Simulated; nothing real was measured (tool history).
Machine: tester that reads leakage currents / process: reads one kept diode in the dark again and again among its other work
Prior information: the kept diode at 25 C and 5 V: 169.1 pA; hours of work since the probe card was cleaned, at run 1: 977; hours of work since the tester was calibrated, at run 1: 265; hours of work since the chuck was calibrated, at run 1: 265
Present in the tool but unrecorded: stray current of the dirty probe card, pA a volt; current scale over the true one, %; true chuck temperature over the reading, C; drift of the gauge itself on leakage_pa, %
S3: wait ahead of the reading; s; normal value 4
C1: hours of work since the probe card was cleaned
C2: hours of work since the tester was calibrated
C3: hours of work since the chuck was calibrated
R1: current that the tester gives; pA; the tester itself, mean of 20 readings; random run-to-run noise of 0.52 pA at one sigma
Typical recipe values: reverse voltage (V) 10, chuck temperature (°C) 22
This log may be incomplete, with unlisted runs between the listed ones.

{"run": 1, "hour": 0.0, "reverse voltage (V)": 10, "chuck temperature (°C)": 22, "S3": 4, "C1": 977, "C2": 265, "C3": 265, "R1": 193.65}
{"run": 2, "hour": 95.7, "reverse voltage (V)": 10, "chuck temperature (°C)": 22, "S3": 4, "C1": 1037, "C2": 326, "C3": 326, "R1": 194.11}
{"run": 3, "hour": 164.8, "reverse voltage (V)": 3.2, "chuck temperature (°C)": 22, "S3": 4, "C1": 1081, "C2": 370, "C3": 370, "R1": 112.73}
{"run": 4, "hour": 269.5, "reverse voltage (V)": 10, "chuck temperature (°C)": 22, "S3": 4, "C1": 1148, "C2": 436, "C3": 436, "R1": 197.02}
{"run": 5, "hour": 363.7, "reverse voltage (V)": 10, "chuck temperature (°C)": 22, "S3": 4, "C1": 1208, "C2": 496, "C3": 496, "R1": 198.22}
{"run": 6, "hour": 438.3, "reverse voltage (V)": 10, "chuck temperature (°C)": 22, "S3": 3.12, "C1": 1255, "C2": 544, "C3": 544, "R1": 199.73}
{"run": 7, "hour": 495.3, "reverse voltage (V)": 10, "chuck temperature (°C)": 22, "S3": 3.12, "C1": 1291, "C2": 580, "C3": 580, "R1": 201.15}
{"run": 8, "hour": 556.8, "reverse voltage (V)": 10, "chuck temperature (°C)": 48, "S3": 4, "C1": 1330, "C2": 619, "C3": 619, "R1": 1762.92}
{"run": 9, "hour": 656.8, "reverse voltage (V)": 10, "chuck temperature (°C)": 48, "S3": 0.85, "C1": 1394, "C2": 682, "C3": 682, "R1": 1780.18}
{"run": 10, "hour": 703.6, "reverse voltage (V)": 10, "chuck temperature (°C)": 22, "S3": 4, "C1": 1423, "C2": 712, "C3": 712, "R1": 204.02}
{"run": 11, "hour": 759.5, "reverse voltage (V)": 2.4, "chuck temperature (°C)": 22, "S3": 4, "C1": 1459, "C2": 748, "C3": 748, "R1": 101.77}
{"run": 12, "hour": 820.1, "reverse voltage (V)": 3.3, "chuck temperature (°C)": 22, "S3": 4, "C1": 1497, "C2": 786, "C3": 786, "R1": 119.11}
{"run": 13, "hour": 885.9, "reverse voltage (V)": 1.1, "chuck temperature (°C)": 22, "S3": 4, "C1": 1539, "C2": 828, "C3": 828, "R1": 71.49}
{"run": 14, "hour": 931.9, "reverse voltage (V)": 1.1, "chuck temperature (°C)": 22, "S3": 4, "C1": 1568, "C2": 857, "C3": 857, "R1": 71.86}
{"run": 15, "hour": 1019.5, "reverse voltage (V)": 3.7, "chuck temperature (°C)": 22, "S3": 2.12, "C1": 1624, "C2": 913, "C3": 913, "R1": 127.49}
{"run": 16, "hour": 1108.2, "reverse voltage (V)": 10, "chuck temperature (°C)": 27, "S3": 4, "C1": 1680, "C2": 969, "C3": 969, "R1": 317.49}
{"hour": 1145.5, "done": "probe card cleaned and baked"}
{"run": 17, "hour": 1171.2, "reverse voltage (V)": 3.6, "chuck temperature (°C)": 31, "S3": 2.5, "C1": 16, "C2": 1007, "C3": 1007, "R1": 268.74}
{"run": 18, "hour": 1275.8, "reverse voltage (V)": 4.6, "chuck temperature (°C)": 21, "S3": 2.52, "C1": 83, "C2": 1074, "C3": 1074, "R1": 119.7}
{"run": 19, "hour": 1351.9, "reverse voltage (V)": 4.6, "chuck temperature (°C)": 21, "S3": 2.52, "C1": 131, "C2": 1122, "C3": 1122, "R1": 120.15}
{"run": 20, "hour": 1419.0, "reverse voltage (V)": 2.1, "chuck temperature (°C)": 45, "S3": 0.82, "C1": 174, "C2": 1165, "C3": 1165, "R1": 707.49}
{"run": 21, "hour": 1469.4, "reverse voltage (V)": 2.1, "chuck temperature (°C)": 45, "S3": 0.82, "C1": 206, "C2": 1197, "C3": 1197, "R1": 708.66}
{"run": 22, "hour": 1537.3, "reverse voltage (V)": 2.7, "chuck temperature (°C)": 22, "S3": 4, "C1": 249, "C2": 1240, "C3": 1240, "R1": 105.41}
{"run": 23, "hour": 1582.5, "reverse voltage (V)": 10, "chuck temperature (°C)": 39, "S3": 3.47, "C1": 278, "C2": 1268, "C3": 1268, "R1": 855.1}
{"run": 24, "hour": 1670.7, "reverse voltage (V)": 10, "chuck temperature (°C)": 39, "S3": 3.47, "C1": 334, "C2": 1324, "C3": 1324, "R1": 857.43}
{"run": 25, "hour": 1741.1, "reverse voltage (V)": 3.1, "chuck temperature (°C)": 52, "S3": 7.07, "C1": 378, "C2": 1369, "C3": 1369, "R1": 1477.38}
{"run": 26, "hour": 1832.4, "reverse voltage (V)": 3.1, "chuck temperature (°C)": 52, "S3": 7.07, "C1": 436, "C2": 1427, "C3": 1427, "R1": 1484.65}
{"run": 27, "hour": 1927.2, "reverse voltage (V)": 2.3, "chuck temperature (°C)": 50, "S3": 0.61, "C1": 496, "C2": 1487, "C3": 1487, "R1": 1118.31}

Predict each of these 4 candidate next runs independently; none follows another, all start after run 27:
{"run": "A", "hour": 2008.7, "reverse voltage (V)": 2.5, "chuck temperature (°C)": 30, "S3": 3.99, "C1": 548, "C2": 1539, "C3": 1539, "R1": "?"}
{"run": "B", "hour": 2008.7, "reverse voltage (V)": 3.6, "chuck temperature (°C)": 20, "S3": 3.46, "C1": 548, "C2": 1539, "C3": 1539, "R1": "?"}
{"run": "C", "hour": 2008.7, "reverse voltage (V)": 10, "chuck temperature (°C)": 22, "S3": 1.79, "C1": 548, "C2": 1539, "C3": 1539, "R1": "?"}
{"run": "D", "hour": 2008.7, "reverse voltage (V)": 9.5, "chuck temperature (°C)": 22, "S3": 0.61, "C1": 548, "C2": 1539, "C3": 1539, "R1": "?"}

run=A R1=216.64
run=B R1=102.07
run=C R1=197.2
run=D R1=197.48
Take away the tool's hidden state, keep each run's random variation, and the runs would have read:
run=A R1=198.73
run=B R1=91.15
run=C R1=174.06
run=D R1=175.03

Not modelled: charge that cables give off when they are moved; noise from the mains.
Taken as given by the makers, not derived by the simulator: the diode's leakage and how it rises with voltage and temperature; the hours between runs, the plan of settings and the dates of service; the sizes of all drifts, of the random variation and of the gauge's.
